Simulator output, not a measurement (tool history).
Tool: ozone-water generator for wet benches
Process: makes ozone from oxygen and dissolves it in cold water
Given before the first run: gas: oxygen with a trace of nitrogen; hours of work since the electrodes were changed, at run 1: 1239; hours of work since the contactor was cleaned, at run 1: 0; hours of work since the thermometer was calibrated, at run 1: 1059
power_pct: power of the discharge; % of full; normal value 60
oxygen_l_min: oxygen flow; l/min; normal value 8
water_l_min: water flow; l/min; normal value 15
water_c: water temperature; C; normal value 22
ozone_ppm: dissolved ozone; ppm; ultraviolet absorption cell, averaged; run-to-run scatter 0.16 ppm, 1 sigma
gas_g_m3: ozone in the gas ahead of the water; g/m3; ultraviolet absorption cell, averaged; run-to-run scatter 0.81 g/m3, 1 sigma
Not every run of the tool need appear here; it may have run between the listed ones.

run	hour	power_pct	oxygen_l_min	water_l_min	water_c	hours of work since the electrodes were changed	hours of work since the contactor was cleaned	hours of work since the thermometer was calibrated	ozone_ppm	gas_g_m3
1	0	60	8	15	22	1239	0	1059	19.6	125
2	47.8	60	7.02	15	22	1285	46	1105	19.2	129.4
3	102.4	60	7.02	15	22	1337	98	1157	19.3	129.3
4	145.1	60	7.02	15	22	1377	139	1198	19.3	129.1
5	178.8	60	7.02	15	22	1410	171	1230	19.3	128.5
6	213.9	60	8	15	22	1443	204	1263	19.3	123.6
7	292.4	60	8	15	22	1518	279	1338	19.7	123.5
8	368.5	60	8	15	22	1591	352	1411	19.4	123.3
9	406.4	60	8	15	22	1627	388	1447	19.3	122.7
10	469.7	60	8	15	22	1687	449	1508	19.3	121.9
11	512.6	60	8	15	22	1728	490	1549	19.2	121.6
12	578.3	60	8	14	22	1791	552	1611	19.8	122.8
13	614.9	60	8	12	22	1826	587	1646	21.6	122.9
14	697	69	5.18	13	16	1905	666	1725	25.6	158.8
15	770.4	90	9.36	11	26	1975	736	1795	27.9	159.8
16	843.4	90	9.36	11	26	2044	805	1865	27.7	159.7
17	923.5	43	4	15	22	2121	882	1941	13.6	119.2
18	987.4	43	4	15	22	2182	943	2002	13.6	117.9
19	1044.3	60	8	15	19	2236	997	2056	20.2	121.7
20	1088.6	95	5.5	18	19	2278	1040	2099	24.7	197.8
21	1168.6	95	5.5	18	19	2355	1116	2175	24.3	197.7
22	1235.9	55	8	14	22	2419	1180	2239	18.6	112
23	1316.7	55	8	14	22	2496	1257	2317	18	113.7
24	1362.8	55	8	14	22	2540	1301	2361	18.5	112.9
25	1417.8	68	8	11	22	2593	1354	2413	24.3	131.7
26	1495.9	66	6.03	12	28	2667	1429	2488	19.9	142.7

What if the next run were any one of these 3? Each begins from the tool's condition after run 26:
A	1537.8	66	6.03	14	28	2707	1469	2528	?	?
B	1537.8	66	8.25	10	28	2707	1469	2528	?	?
C	1537.8	70	4.57	17	22	2707	1469	2528	?	?

run	ozone_ppm	gas_g_m3
A	18.4	141.6
B	21.5	130
C	18.4	162.7
With no hidden state in the tool, these same runs would have given:
run	ozone_ppm	gas_g_m3
A	19.8	151.6
B	23.2	139.1
C	19.9	174.8

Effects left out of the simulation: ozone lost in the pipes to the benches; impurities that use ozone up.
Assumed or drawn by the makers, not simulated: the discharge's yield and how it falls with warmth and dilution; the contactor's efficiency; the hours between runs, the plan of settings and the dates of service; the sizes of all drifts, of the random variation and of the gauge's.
